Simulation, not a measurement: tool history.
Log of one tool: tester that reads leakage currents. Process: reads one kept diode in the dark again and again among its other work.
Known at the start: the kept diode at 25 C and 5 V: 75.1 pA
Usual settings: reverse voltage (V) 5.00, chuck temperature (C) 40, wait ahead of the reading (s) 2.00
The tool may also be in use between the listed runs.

run      day  reverse voltage (V)  chuck temperature (C)  wait ahead of the reading (s)  current that the tester gives (pA)
  1    0.000                 5.00                     40                           2.00                              254.87
  2    5.288                 9.42                     40                           2.00                              325.30
       9.979  -- chuck's temperature calibrated
  3   12.258                 5.00                     60                           2.00                             1244.45
  4   16.042                 5.00                     60                           2.00                             1238.19
  5   19.450                 5.00                     40                           2.00                              271.65
  6   22.912                 5.00                     40                           2.00                              273.28
  7   30.829                 5.00                     40                           2.00                              269.75
  8   35.988                 5.00                     40                           2.00                              269.66
  9   42.358                 5.00                     40                           2.00                              269.51
 10   47.071                 5.00                     40                           2.00                              268.08
 11   50.767                 5.00                     40                           2.00                              268.76
      53.304  -- probe card cleaned and baked
 12   57.996                 5.00                     40                           2.00                              263.48
 13   65.075                 5.00                     40                           2.00                              262.01
 14   70.367                 5.00                     40                           2.00                              259.29
 15   75.067                 5.00                     40                           2.00                              260.49
 16   82.154                 5.00                     40                           2.00                              259.21
 17   87.171                 5.00                     40                           2.00                              257.49
 18   91.858                 5.00                     40                           2.00                              257.47
 19   95.554                14.32                     21                           0.77                               83.31
 20  100.575                 6.48                     40                           2.00                              282.18
 21  106.112                 6.48                     40                           2.00                              282.28
 22  112.388                 2.15                     40                           2.00                              183.44
 23  116.058                 8.57                     40                           4.79                              312.56
     120.962  -- chuck's temperature calibrated
 24  121.967                 8.57                     40                           4.79                              331.34
 25  126.454                 5.04                     29                           0.64                              110.66
 26  132.754                 2.71                     35                           2.06                              140.15
 27  139.683                 2.71                     35                           2.06                              139.15

Forecast each of these 4 alternatives for the next run:
  A  143.721                 3.13                     21                           4.70                                   ?
  B  143.721                 2.71                     53                           6.52                                   ?
  C  143.721                 3.39                     38                           1.77                                   ?
  D  143.721                 1.87                     56                           0.43                                   ?

run  current that the tester gives (pA)
  A                               44.92
  B                              573.52
  C                              193.39
  D                              621.82
Without the tool's hidden state the same runs would have given:
run  current that the tester gives (pA)
  A                               43.95
  B                              589.89
  C                              197.15
  D                              640.29

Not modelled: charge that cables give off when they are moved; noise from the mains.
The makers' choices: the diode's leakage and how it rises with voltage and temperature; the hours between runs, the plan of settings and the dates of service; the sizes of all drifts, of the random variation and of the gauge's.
